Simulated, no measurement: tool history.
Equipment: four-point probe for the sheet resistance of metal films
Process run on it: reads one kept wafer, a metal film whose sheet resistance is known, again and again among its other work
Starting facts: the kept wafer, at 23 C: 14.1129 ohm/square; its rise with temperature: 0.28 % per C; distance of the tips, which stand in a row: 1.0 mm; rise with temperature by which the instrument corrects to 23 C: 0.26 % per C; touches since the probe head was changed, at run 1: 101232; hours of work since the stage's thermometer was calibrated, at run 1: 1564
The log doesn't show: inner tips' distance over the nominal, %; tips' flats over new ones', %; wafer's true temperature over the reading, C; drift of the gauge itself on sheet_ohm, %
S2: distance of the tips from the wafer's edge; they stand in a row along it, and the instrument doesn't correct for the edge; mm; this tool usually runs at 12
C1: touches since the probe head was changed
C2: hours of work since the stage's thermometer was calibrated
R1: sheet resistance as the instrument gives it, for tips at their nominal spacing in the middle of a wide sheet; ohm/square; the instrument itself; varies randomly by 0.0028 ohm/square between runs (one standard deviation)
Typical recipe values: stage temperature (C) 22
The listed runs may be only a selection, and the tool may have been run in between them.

{"run": 1, "day": 0.0, "stage temperature (C)": 22, "S2": 12, "C1": 101232, "C2": 1564, "R1": 14.28329}
{"run": 2, "day": 5.033, "stage temperature (C)": 22, "S2": 12, "C1": 107070, "C2": 1654, "R1": 14.296665}
{"run": 3, "day": 9.142, "stage temperature (C)": 22, "S2": 12, "C1": 111837, "C2": 1728, "R1": 14.297969}
{"run": 4, "day": 14.025, "stage temperature (C)": 22, "S2": 12, "C1": 117500, "C2": 1816, "R1": 14.304951}
{"run": 5, "day": 16.404, "stage temperature (C)": 22, "S2": 12, "C1": 120257, "C2": 1858, "R1": 14.30154}
{"run": 6, "day": 20.012, "stage temperature (C)": 24, "S2": 12, "C1": 124445, "C2": 1923, "R1": 14.31168}
{"run": 7, "day": 23.446, "stage temperature (C)": 21, "S2": 12, "C1": 128427, "C2": 1985, "R1": 14.300141}
{"run": 8, "day": 28.233, "stage temperature (C)": 21, "S2": 12, "C1": 133979, "C2": 2070, "R1": 14.311187}
{"run": 9, "day": 30.554, "stage temperature (C)": 31, "S2": 58, "C1": 136668, "C2": 2112, "R1": 14.278809}
{"run": 10, "day": 35.304, "stage temperature (C)": 26, "S2": 11, "C1": 142178, "C2": 2197, "R1": 14.340972}
{"run": 11, "day": 38.458, "stage temperature (C)": 30, "S2": 9, "C1": 145839, "C2": 2254, "R1": 14.381727}
{"run": 12, "day": 42.788, "stage temperature (C)": 29, "S2": 3, "C1": 150860, "C2": 2331, "R1": 15.087955}
{"run": 13, "day": 45.658, "stage temperature (C)": 23, "S2": 24, "C1": 154189, "C2": 2383, "R1": 14.284622}
{"run": 14, "day": 50.275, "stage temperature (C)": 32, "S2": 31, "C1": 159545, "C2": 2465, "R1": 14.303146}
{"run": 15, "day": 52.729, "stage temperature (C)": 32, "S2": 31, "C1": 162390, "C2": 2509, "R1": 14.309046}
{"run": 16, "day": 55.95, "stage temperature (C)": 32, "S2": 31, "C1": 166128, "C2": 2567, "R1": 14.306415}

Alternative continuations, all from the tool just after run 16; predict every row:
{"run": "A", "day": 59.067, "stage temperature (C)": 22, "S2": 31, "C1": 169739, "C2": 2623, "R1": "?"}
{"run": "B", "day": 59.067, "stage temperature (C)": 23, "S2": 4, "C1": 169739, "C2": 2623, "R1": "?"}
{"run": "C", "day": 59.067, "stage temperature (C)": 22, "S2": 10, "C1": 169739, "C2": 2623, "R1": "?"}
{"run": "D", "day": 59.067, "stage temperature (C)": 33, "S2": 6, "C1": 169739, "C2": 2623, "R1": "?"}

run=A R1=14.29523
run=B R1=14.752439
run=C R1=14.363771
run=D R1=14.514209
Stripped of hidden state, with their random variation kept, the same runs would have yielded:
run=A R1=14.120771
run=B R1=14.572858
run=C R1=14.188551
run=D R1=14.336402

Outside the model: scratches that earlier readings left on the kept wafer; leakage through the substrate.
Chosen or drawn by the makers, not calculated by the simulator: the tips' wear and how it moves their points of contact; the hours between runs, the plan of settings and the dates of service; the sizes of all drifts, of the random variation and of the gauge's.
